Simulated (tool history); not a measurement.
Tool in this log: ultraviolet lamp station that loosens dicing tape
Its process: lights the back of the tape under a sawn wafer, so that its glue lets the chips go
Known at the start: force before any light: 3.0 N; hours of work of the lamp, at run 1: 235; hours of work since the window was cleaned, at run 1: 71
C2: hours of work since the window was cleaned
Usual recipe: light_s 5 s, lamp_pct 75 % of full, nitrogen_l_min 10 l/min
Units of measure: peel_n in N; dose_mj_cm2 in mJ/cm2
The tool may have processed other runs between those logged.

run 1 hour=0 | light_s=5 lamp_pct=75 nitrogen_l_min=10 | hours_of_work_of_the_lamp=235 C2=71 | peel_n=0.46 dose_mj_cm2=440
run 2 hour=10.2 | light_s=5 lamp_pct=75 nitrogen_l_min=10 | hours_of_work_of_the_lamp=241 C2=77 | peel_n=0.448 dose_mj_cm2=438
run 3 hour=16.9 | light_s=5 lamp_pct=75 nitrogen_l_min=3 | hours_of_work_of_the_lamp=245 C2=82 | peel_n=0.94 dose_mj_cm2=439
run 4 hour=23.6 | light_s=5 lamp_pct=75 nitrogen_l_min=10 | hours_of_work_of_the_lamp=250 C2=86 | peel_n=0.465 dose_mj_cm2=439
run 5 hour=28.4 | light_s=5 lamp_pct=75 nitrogen_l_min=19 | hours_of_work_of_the_lamp=253 C2=89 | peel_n=0.298 dose_mj_cm2=435
run 6 hour=34.8 | light_s=5 lamp_pct=75 nitrogen_l_min=10 | hours_of_work_of_the_lamp=257 C2=93 | peel_n=0.464 dose_mj_cm2=433
run 7 hour=40.6 | light_s=5 lamp_pct=75 nitrogen_l_min=10 | hours_of_work_of_the_lamp=260 C2=96 | peel_n=0.476 dose_mj_cm2=426
run 8 hour=47.8 | light_s=5 lamp_pct=75 nitrogen_l_min=9 | hours_of_work_of_the_lamp=265 C2=101 | peel_n=0.514 dose_mj_cm2=427
run 9 hour=54 | light_s=5 lamp_pct=75 nitrogen_l_min=10 | hours_of_work_of_the_lamp=269 C2=105 | peel_n=0.47 dose_mj_cm2=422
run 10 hour=61.7 | light_s=4 lamp_pct=75 nitrogen_l_min=10 | hours_of_work_of_the_lamp=274 C2=110 | peel_n=0.675 dose_mj_cm2=338
run 11 hour=69.1 | light_s=4 lamp_pct=75 nitrogen_l_min=10 | hours_of_work_of_the_lamp=278 C2=114 | peel_n=0.68 dose_mj_cm2=337
run 12 hour=80.6 | light_s=4 lamp_pct=75 nitrogen_l_min=10 | hours_of_work_of_the_lamp=285 C2=122 | peel_n=0.674 dose_mj_cm2=333
run 13 hour=86.6 | light_s=4 lamp_pct=75 nitrogen_l_min=10 | hours_of_work_of_the_lamp=289 C2=125 | peel_n=0.712 dose_mj_cm2=330
run 14 hour=92.9 | light_s=4 lamp_pct=75 nitrogen_l_min=10 | hours_of_work_of_the_lamp=293 C2=129 | peel_n=0.721 dose_mj_cm2=333
run 15 hour=101.8 | light_s=4 lamp_pct=75 nitrogen_l_min=10 | hours_of_work_of_the_lamp=299 C2=135 | peel_n=0.732 dose_mj_cm2=330
run 16 hour=110.6 | light_s=4 lamp_pct=75 nitrogen_l_min=10 | hours_of_work_of_the_lamp=304 C2=140 | peel_n=0.712 dose_mj_cm2=327
run 17 hour=117.8 | light_s=8 lamp_pct=75 nitrogen_l_min=10 | hours_of_work_of_the_lamp=309 C2=145 | peel_n=0.22 dose_mj_cm2=650
run 18 hour=123.9 | light_s=8 lamp_pct=75 nitrogen_l_min=10 | hours_of_work_of_the_lamp=313 C2=149 | peel_n=0.234 dose_mj_cm2=642
run 19 hour=130.3 | light_s=8 lamp_pct=75 nitrogen_l_min=10 | hours_of_work_of_the_lamp=317 C2=153 | peel_n=0.231 dose_mj_cm2=642
-- hour=131.8 window cleaned of glue's vapour
run 20 hour=137.7 | light_s=5 lamp_pct=75 nitrogen_l_min=5 | hours_of_work_of_the_lamp=321 C2=4 | peel_n=0.856 dose_mj_cm2=370
run 21 hour=148.4 | light_s=5 lamp_pct=75 nitrogen_l_min=5 | hours_of_work_of_the_lamp=328 C2=10 | peel_n=0.879 dose_mj_cm2=366
run 22 hour=157.4 | light_s=5 lamp_pct=72 nitrogen_l_min=10 | hours_of_work_of_the_lamp=333 C2=16 | peel_n=0.63 dose_mj_cm2=343
run 23 hour=165.3 | light_s=2 lamp_pct=84 nitrogen_l_min=16 | hours_of_work_of_the_lamp=338 C2=21 | peel_n=1.264 dose_mj_cm2=160
run 24 hour=172.7 | light_s=2 lamp_pct=84 nitrogen_l_min=16 | hours_of_work_of_the_lamp=343 C2=26 | peel_n=1.351 dose_mj_cm2=160
run 25 hour=178.8 | light_s=2 lamp_pct=90 nitrogen_l_min=16 | hours_of_work_of_the_lamp=347 C2=30 | peel_n=1.243 dose_mj_cm2=172
run 26 hour=186.6 | light_s=3 lamp_pct=65 nitrogen_l_min=10 | hours_of_work_of_the_lamp=352 C2=34 | peel_n=1.311 dose_mj_cm2=182
-- hour=194.6 window cleaned of glue's vapour, once more
run 27 hour=198.7 | light_s=6 lamp_pct=74 nitrogen_l_min=12 | hours_of_work_of_the_lamp=359 C2=3 | peel_n=0.281 dose_mj_cm2=529
run 28 hour=210.2 | light_s=6 lamp_pct=74 nitrogen_l_min=12 | hours_of_work_of_the_lamp=366 C2=10 | peel_n=0.28 dose_mj_cm2=527
run 29 hour=221.9 | light_s=6 lamp_pct=74 nitrogen_l_min=12 | hours_of_work_of_the_lamp=374 C2=17 | peel_n=0.29 dose_mj_cm2=524
run 30 hour=231.5 | light_s=5 lamp_pct=68 nitrogen_l_min=15 | hours_of_work_of_the_lamp=380 C2=23 | peel_n=0.407 dose_mj_cm2=397
run 31 hour=240.8 | light_s=5 lamp_pct=68 nitrogen_l_min=15 | hours_of_work_of_the_lamp=386 C2=29 | peel_n=0.421 dose_mj_cm2=398
run 32 hour=251.2 | light_s=8 lamp_pct=60 nitrogen_l_min=10 | hours_of_work_of_the_lamp=392 C2=36 | peel_n=0.281 dose_mj_cm2=562
run 33 hour=262.4 | light_s=8 lamp_pct=81 nitrogen_l_min=10 | hours_of_work_of_the_lamp=399 C2=43 | peel_n=0.164 dose_mj_cm2=750
run 34 hour=267.3 | light_s=4 lamp_pct=87 nitrogen_l_min=6 | hours_of_work_of_the_lamp=402 C2=46 | peel_n=0.721 dose_mj_cm2=397
run 35 hour=275.4 | light_s=3 lamp_pct=75 nitrogen_l_min=4 | hours_of_work_of_the_lamp=407 C2=51 | peel_n=1.338 dose_mj_cm2=257
run 36 hour=280.8 | light_s=3 lamp_pct=69 nitrogen_l_min=4 | hours_of_work_of_the_lamp=411 C2=54 | peel_n=1.455 dose_mj_cm2=235
run 37 hour=286.6 | light_s=10 lamp_pct=69 nitrogen_l_min=4 | hours_of_work_of_the_lamp=414 C2=58 | peel_n=0.319 dose_mj_cm2=779
run 38 hour=297.3 | light_s=7 lamp_pct=79 nitrogen_l_min=10 | hours_of_work_of_the_lamp=421 C2=65 | peel_n=0.239 dose_mj_cm2=627
run 39 hour=304.5 | light_s=5 lamp_pct=75 nitrogen_l_min=3 | hours_of_work_of_the_lamp=426 C2=69 | peel_n=0.973 dose_mj_cm2=415
run 40 hour=313.8 | light_s=8 lamp_pct=75 nitrogen_l_min=13 | hours_of_work_of_the_lamp=431 C2=75 | peel_n=0.178 dose_mj_cm2=668
run 41 hour=323.8 | light_s=8 lamp_pct=75 nitrogen_l_min=13 | hours_of_work_of_the_lamp=438 C2=81 | peel_n=0.176 dose_mj_cm2=661
run 42 hour=331.5 | light_s=3 lamp_pct=75 nitrogen_l_min=13 | hours_of_work_of_the_lamp=443 C2=86 | peel_n=0.853 dose_mj_cm2=247
run 43 hour=342.7 | light_s=4 lamp_pct=75 nitrogen_l_min=13 | hours_of_work_of_the_lamp=450 C2=93 | peel_n=0.609 dose_mj_cm2=330

Forecast each of these 3 alternatives for the next run:
run A hour=353.2 | light_s=5 lamp_pct=74 nitrogen_l_min=15 | hours_of_work_of_the_lamp=456 C2=100 | peel_n=? dose_mj_cm2=?
run B hour=353.2 | light_s=3 lamp_pct=99 nitrogen_l_min=13 | hours_of_work_of_the_lamp=456 C2=100 | peel_n=? dose_mj_cm2=?
run C hour=353.2 | light_s=6 lamp_pct=75 nitrogen_l_min=17 | hours_of_work_of_the_lamp=456 C2=100 | peel_n=? dose_mj_cm2=?

run=A peel_n=0.421 dose_mj_cm2=402
run=B peel_n=0.646 dose_mj_cm2=322
run=C peel_n=0.26 dose_mj_cm2=483
Had the tool no hidden state, the same runs would have come out as:
run=A peel_n=0.286 dose_mj_cm2=496
run=B peel_n=0.464 dose_mj_cm2=397
run=C peel_n=0.173 dose_mj_cm2=597

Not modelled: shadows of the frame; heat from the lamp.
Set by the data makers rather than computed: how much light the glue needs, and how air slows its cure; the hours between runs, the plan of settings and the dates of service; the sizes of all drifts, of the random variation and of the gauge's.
